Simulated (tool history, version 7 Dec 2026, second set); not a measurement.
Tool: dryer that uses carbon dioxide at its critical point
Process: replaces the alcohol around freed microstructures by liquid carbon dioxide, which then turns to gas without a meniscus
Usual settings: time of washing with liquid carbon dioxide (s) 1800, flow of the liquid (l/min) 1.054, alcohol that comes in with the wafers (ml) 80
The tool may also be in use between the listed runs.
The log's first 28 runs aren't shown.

run,hour,time of washing with liquid carbon dioxide (s),flow of the liquid (l/min),alcohol that comes in with the wafers (ml),alcohol left in the vessel before it's heated (ppm by volume)
29,228.7,2040,0.790,25,93
30,239.0,1800,0.900,87,194
31,249.4,1260,1.020,87,436
32,256.0,1260,0.750,20,314
33,262.3,1260,0.750,20,319
34,267.5,2520,0.640,111,236
35,278.6,2520,0.640,111,235
36,289.6,2700,1.510,111,54
37,296.9,1620,0.650,112,1117
38,308.7,2400,1.150,45,64

Forecast each of these 3 alternatives for the next run:
A,317.2,2400,1.150,26,?
B,317.2,1800,1.430,80,?
C,317.2,1800,1.450,111,?

run,alcohol left in the vessel before it's heated (ppm by volume)
A,57
B,71
C,75
Without the tool's hidden state the same runs would have given:
run,alcohol left in the vessel before it's heated (ppm by volume)
A,5
B,17
C,19

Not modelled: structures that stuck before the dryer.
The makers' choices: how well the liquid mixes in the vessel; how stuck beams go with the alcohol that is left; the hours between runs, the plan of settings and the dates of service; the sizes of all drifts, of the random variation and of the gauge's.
